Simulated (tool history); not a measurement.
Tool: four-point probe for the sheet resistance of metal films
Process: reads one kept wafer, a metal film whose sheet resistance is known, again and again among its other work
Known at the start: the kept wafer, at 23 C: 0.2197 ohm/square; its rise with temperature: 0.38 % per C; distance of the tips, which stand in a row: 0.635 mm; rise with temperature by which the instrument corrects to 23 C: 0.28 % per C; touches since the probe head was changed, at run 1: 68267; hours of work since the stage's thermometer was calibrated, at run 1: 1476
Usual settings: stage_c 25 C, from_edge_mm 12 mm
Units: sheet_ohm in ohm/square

run	hour	stage_c	from_edge_mm	touches since the probe head was changed	hours of work since the stage's thermometer was calibrated	sheet_ohm
1	0	25	12	68267	1476	0.221847
2	45.3	24	12	69606	1499	0.221707
3	124.2	25	12	71939	1539	0.221942
4	191.4	25	12	73923	1573	0.221979
5	244.3	21	12	75487	1600	0.2213
6	321.1	35	12	77755	1640	0.224106
7	385.4	35	12	79657	1672	0.224204
8	462.3	35	12	81930	1712	0.224169
9	518.6	35	32	83592	1740	0.223917
10	571.1	35	32	85145	1767	0.223901
11	611	35	32	86322	1787	0.223972
12	670.4	35	32	88080	1818	0.223921
13	708.3	35	32	89199	1837	0.224055
14	751.2	35	32	90465	1859	0.223973
15	818	35	32	92440	1893	0.224135
16	894.1	25	12	94690	1932	0.222473
# hour 907: stage's thermometer calibrated
17	932.3	25	12	95802	13	0.221995
18	982.4	31	12	97285	38	0.223421
19	1062.4	25	12	99649	79	0.222133
20	1102.3	25	12	100828	100	0.22219
21	1167.7	25	12	102761	133	0.222271
22	1220.5	31	12	104319	160	0.223478
23	1261.9	19	12	105545	181	0.221057
24	1342.1	32	37	107914	222	0.223363
25	1424.2	21	51	110341	264	0.221223
26	1485.8	21	51	112161	295	0.221267
27	1526.6	22	7	113366	316	0.2225
28	1581.1	22	7	114977	344	0.222481
29	1636	22	7	116600	372	0.222533
30	1680.2	22	7	117906	394	0.222485
31	1719.2	18	63	119058	414	0.220765
32	1770.2	21	12	120565	440	0.221642
33	1845	21	3	122775	478	0.226742
34	1919.9	21	3	124990	517	0.226732
35	2000.2	28	61	127363	558	0.222964
36	2069.9	28	4	129421	593	0.225937
37	2126.8	20	9	131102	622	0.222008
38	2173.3	30	4	132477	646	0.226431
39	2259.1	30	4	135013	690	0.226569
40	2311.9	24	72	136572	717	0.222329
41	2356.3	19	51	137886	739	0.221363
42	2407	20	5	139384	765	0.223479
43	2476.2	20	5	141429	800	0.223535
44	2511.5	20	5	142473	818	0.223454

Forecast each of these 5 alternatives for the next run:
A	2580.3	25	14	144505	854	?
B	2580.3	25	53	144505	854	?
C	2580.3	31	3	144505	854	?
D	2580.3	29	39	144505	854	?
E	2580.3	26	72	144505	854	?

run	sheet_ohm
A	0.222889
B	0.222645
C	0.229129
D	0.223477
E	0.222855
Without the tool's hidden state the same runs would have given:
run	sheet_ohm
A	0.220335
B	0.220093
C	0.226513
D	0.22092
E	0.220302

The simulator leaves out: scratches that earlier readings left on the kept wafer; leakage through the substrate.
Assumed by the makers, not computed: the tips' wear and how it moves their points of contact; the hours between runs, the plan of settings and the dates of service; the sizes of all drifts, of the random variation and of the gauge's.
